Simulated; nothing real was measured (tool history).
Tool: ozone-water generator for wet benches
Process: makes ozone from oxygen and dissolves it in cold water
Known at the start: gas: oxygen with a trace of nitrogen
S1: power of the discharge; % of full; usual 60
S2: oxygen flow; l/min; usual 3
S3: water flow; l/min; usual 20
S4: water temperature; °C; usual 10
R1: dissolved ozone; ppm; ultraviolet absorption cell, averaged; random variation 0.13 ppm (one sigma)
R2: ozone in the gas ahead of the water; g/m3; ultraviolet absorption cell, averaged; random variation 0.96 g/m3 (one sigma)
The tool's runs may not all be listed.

run   hour  S1    S2  S3  S4    R1     R2
  1      0  60     3  20  10  12.2    162
  2   26.2  60     3  20  10  12.5  162.4
  3   58.2  60     3  20  10  12.1  161.6
  4  104.1  60     3  20  10  12.1  162.5
  5  131.7  60     3  20  10  12.1  163.4
  6  177.9  60     3  20  10  12.3  160.8
  7  209.5  60     3  20  10  12.2  160.2
  8  245.1  60     3  20  10  12.2    161
  9  267.3  60     3  20  10  12.3  160.3
 10  309.7  60     3  20  10  12.2    161
 11  351.2  60     3  30  10   8.3  160.2
 12  391.4  60     3  30  10   8.4  159.9
 13  421.4  49  2.22  12   7  16.4  163.7
 14  453.3  49  2.22  12   8    16  163.1
 15  475.4  49  2.22  12   8  16.1  162.9
 16  515.1  49  2.22  12   8  16.2  165.4
 17  539.4  49  2.22  20   8    10  163.6
 18  562.2  60  4.71  20   7  14.6  132.1
 19    602  60     3  30   7   8.4  160.6
 20  637.4  55   4.6  25  10  10.7    127
 21  667.6  46     3  20  10  10.4  138.6
 22  690.9  58  2.52  21  18  10.1  169.7
 23  738.2  58  2.52  21  18  10.1  170.3

Measured less the same run without the tool's hidden state. The same run-to-run variation is in both; the gauge's scatter may not be:
The hidden state here: yield of the discharge, % of new electrodes'; contactor's efficiency, % of a clean one's; true water temperature over the reading, C; drift of the gauge itself on ozone_ppm, %; drift of the gauge itself on gas_g_m3, %.
run    R1    R2
  1  -0.2  -1.6
  2  -0.2  -1.7
  3  -0.3  -1.7
  4  -0.3  -1.8
  5  -0.2  -1.9
  6  -0.3  -1.9
  7  -0.3    -2
  8  -0.2    -2
  9  -0.2  -2.1
 10  -0.3  -2.2
 11  -0.2  -2.3
 12  -0.2  -2.3
 13  -0.4  -2.1
 14  -0.3  -2.2
 15  -0.4  -2.3
 16  -0.3  -2.3
 17  -0.3  -2.4
 18  -0.4  -2.2
 19  -0.3  -2.8
 20  -0.3  -2.1
 21  -0.3  -2.1
 22  -0.3  -3.1
 23  -0.3  -3.1

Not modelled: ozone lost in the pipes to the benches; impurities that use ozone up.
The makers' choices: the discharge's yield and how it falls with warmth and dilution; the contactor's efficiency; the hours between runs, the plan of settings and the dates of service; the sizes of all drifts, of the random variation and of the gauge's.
